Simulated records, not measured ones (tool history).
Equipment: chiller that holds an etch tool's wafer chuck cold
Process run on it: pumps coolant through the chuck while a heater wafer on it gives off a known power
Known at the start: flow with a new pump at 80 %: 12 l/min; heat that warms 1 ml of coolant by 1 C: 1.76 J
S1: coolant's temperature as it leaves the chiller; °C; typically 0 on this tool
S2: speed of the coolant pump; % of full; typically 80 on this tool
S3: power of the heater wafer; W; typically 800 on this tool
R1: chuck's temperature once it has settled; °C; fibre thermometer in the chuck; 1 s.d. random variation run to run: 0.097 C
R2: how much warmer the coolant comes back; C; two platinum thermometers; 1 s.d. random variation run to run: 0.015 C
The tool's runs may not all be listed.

run 1 hour=0 | S1=0 S2=80 S3=800 | R1=5.83 R2=2.34
run 2 hour=32.1 | S1=0 S2=90 S3=800 | R1=5.08 R2=2.06
run 3 hour=57.5 | S1=0 S2=90 S3=453 | R1=2.99 R2=1.18
run 4 hour=91.6 | S1=0 S2=80 S3=446 | R1=3.19 R2=1.29
run 5 hour=130.1 | S1=0 S2=80 S3=446 | R1=3 R2=1.29
run 6 hour=164.8 | S1=0 S2=80 S3=446 | R1=3.12 R2=1.29
run 7 hour=193 | S1=0 S2=80 S3=446 | R1=3.18 R2=1.3
run 8 hour=210.1 | S1=0 S2=80 S3=446 | R1=3.23 R2=1.3
run 9 hour=248.7 | S1=-4 S2=80 S3=800 | R1=1.94 R2=2.33
run 10 hour=269.7 | S1=-4 S2=80 S3=800 | R1=1.98 R2=2.32
run 11 hour=298.8 | S1=3 S2=80 S3=800 | R1=8.84 R2=2.34
run 12 hour=326.4 | S1=3 S2=80 S3=800 | R1=8.86 R2=2.34
run 13 hour=347.9 | S1=3 S2=80 S3=800 | R1=8.85 R2=2.32
run 14 hour=388 | S1=3 S2=80 S3=800 | R1=8.83 R2=2.32
run 15 hour=426.4 | S1=2 S2=80 S3=800 | R1=8.07 R2=2.36
run 16 hour=465.6 | S1=2 S2=77 S3=800 | R1=8.16 R2=2.43
run 17 hour=497 | S1=-9 S2=80 S3=603 | R1=-4.62 R2=1.8
run 18 hour=520.9 | S1=-9 S2=80 S3=603 | R1=-4.54 R2=1.75
run 19 hour=543 | S1=-4 S2=80 S3=800 | R1=1.99 R2=2.34
run 20 hour=574.2 | S1=4 S2=77 S3=702 | R1=9.52 R2=2.12
run 21 hour=601.3 | S1=4 S2=77 S3=702 | R1=9.25 R2=2.12
run 22 hour=641.2 | S1=3 S2=75 S3=906 | R1=9.95 R2=2.83
run 23 hour=682.3 | S1=3 S2=75 S3=906 | R1=10.11 R2=2.86
run 24 hour=707.1 | S1=-6 S2=77 S3=453 | R1=-2.45 R2=1.39
run 25 hour=748.4 | S1=-1 S2=77 S3=968 | R1=6.59 R2=2.96
run 26 hour=789.5 | S1=0 S2=80 S3=614 | R1=4.63 R2=1.82
run 27 hour=824.6 | S1=-4 S2=79 S3=972 | R1=3.47 R2=2.91
run 28 hour=866.1 | S1=-4 S2=79 S3=972 | R1=3.5 R2=2.92
run 29 hour=901.5 | S1=-1 S2=69 S3=918 | R1=6.95 R2=3.15
run 30 hour=919.1 | S1=-2 S2=70 S3=439 | R1=1.77 R2=1.47
run 31 hour=940.8 | S1=-1 S2=80 S3=800 | R1=5.05 R2=2.36
run 32 hour=977.4 | S1=-1 S2=80 S3=800 | R1=5.06 R2=2.35

Taken out of this log: 1 entry between the listed runs. Where each belongs, and how the hidden state differs across it:
Runs 25 to 26: chiller's thermometer calibrated (hour 754.7)
  heat passed by the chuck's channels, % of clean ones': 93.7 -> 93.5; flow at a given pump speed, % of a new pump's: 97 -> 96.9; coolant's true temperature over the reading, C: -0.12 -> 0.02
  measured less the result without the state, R1: +0.42 -> +0.36 °C; R2: +0.09 -> +0.05 C

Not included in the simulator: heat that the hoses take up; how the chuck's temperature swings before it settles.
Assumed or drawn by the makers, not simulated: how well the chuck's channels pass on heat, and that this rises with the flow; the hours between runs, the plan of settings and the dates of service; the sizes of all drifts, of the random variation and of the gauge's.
